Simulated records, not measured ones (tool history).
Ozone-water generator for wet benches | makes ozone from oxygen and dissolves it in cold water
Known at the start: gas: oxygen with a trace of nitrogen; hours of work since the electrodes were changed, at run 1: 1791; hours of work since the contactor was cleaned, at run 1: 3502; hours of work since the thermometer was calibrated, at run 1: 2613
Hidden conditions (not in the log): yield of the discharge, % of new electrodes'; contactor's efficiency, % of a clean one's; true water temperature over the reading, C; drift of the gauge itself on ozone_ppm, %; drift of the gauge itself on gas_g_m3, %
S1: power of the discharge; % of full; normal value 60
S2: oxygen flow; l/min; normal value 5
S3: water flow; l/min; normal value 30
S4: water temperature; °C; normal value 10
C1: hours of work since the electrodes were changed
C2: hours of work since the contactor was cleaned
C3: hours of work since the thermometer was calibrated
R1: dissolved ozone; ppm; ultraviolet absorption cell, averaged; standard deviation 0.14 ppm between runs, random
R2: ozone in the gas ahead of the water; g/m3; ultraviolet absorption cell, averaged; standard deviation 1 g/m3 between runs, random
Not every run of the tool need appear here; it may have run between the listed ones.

Run 1, day 0: usual settings; C1 1791; C2 3502; C3 2613. Result: R1 15.4 ppm, R2 166.2 g/m3.
Run 2, day 1.933: usual settings but S3 23 l/min; C1 1825; C2 3536; C3 2646. Result: R1 19.1 ppm, R2 166.4 g/m3.
Run 3, day 4.238: usual settings but S4 16 °C; C1 1865; C2 3577; C3 2687. Result: R1 14.2 ppm, R2 163.8 g/m3.
Run 4, day 6.154: usual settings but S4 16 °C; C1 1899; C2 3610; C3 2720. Result: R1 14.1 ppm, R2 165.3 g/m3.
At day 7.212: water thermometer calibrated.
Run 5, day 7.575: usual settings but S3 41 l/min; C1 1923; C2 3635; C3 6. Result: R1 11.3 ppm, R2 164.9 g/m3.
Run 6, day 9.371: usual settings but S3 41 l/min; C1 1955; C2 3666; C3 38. Result: R1 11.4 ppm, R2 164.9 g/m3.
Run 7, day 11.496: usual settings but S3 41 l/min; C1 1992; C2 3703; C3 75. Result: R1 11.4 ppm, R2 165.4 g/m3.
Run 8, day 13.892: usual settings; C1 2034; C2 3745; C3 117. Result: R1 15.1 ppm, R2 166 g/m3.
Run 9, day 15.442: usual settings but S1 47 % of full; C1 2061; C2 3772; C3 144. Result: R1 12.8 ppm, R2 136 g/m3.
Run 10, day 18.254: usual settings; C1 2110; C2 3821; C3 193. Result: R1 15.1 ppm, R2 163.6 g/m3.
Run 11, day 21.121: usual settings; C1 2160; C2 3871; C3 243. Result: R1 15 ppm, R2 165.1 g/m3.
Run 12, day 22.504: usual settings; C1 2184; C2 3896; C3 267. Result: R1 15.1 ppm, R2 164 g/m3.
Run 13, day 25.238: usual settings; C1 2232; C2 3943; C3 315. Result: R1 15.1 ppm, R2 162.9 g/m3.
Run 14, day 27.275: usual settings; C1 2268; C2 3979; C3 351. Result: R1 14.9 ppm, R2 163.7 g/m3.
Run 15, day 30.108: usual settings but S1 52 % of full, S2 5.66 l/min, S4 5 °C; C1 2317; C2 4029; C3 400. Result: R1 14.6 ppm, R2 139.2 g/m3.
Run 16, day 32.817: usual settings but S1 52 % of full, S2 5.66 l/min, S4 5 °C; C1 2365; C2 4076; C3 448. Result: R1 14.6 ppm, R2 140.8 g/m3.
Run 17, day 34.85: usual settings but S1 52 % of full, S2 6.58 l/min; C1 2400; C2 4112; C3 483. Result: R1 14.5 ppm, R2 132.7 g/m3.
Run 18, day 37.521: usual settings but S1 92 % of full, S2 6.58 l/min; C1 2447; C2 4158; C3 530. Result: R1 22.2 ppm, R2 203 g/m3.

Estimate the outcome of run 19 from the log above:
Run 19, day 40.104: usual settings but S1 92 % of full, S2 6.58 l/min; C1 2492; C2 4203; C3 575. Result: R1 ?, R2 ?.

R1: 22.3 ppm
R2: 203.4 g/m3
On a tool with no hidden condition, and with the same random variation, this run would have come out at R1 25.7 ppm, R2 224.9 g/m3.
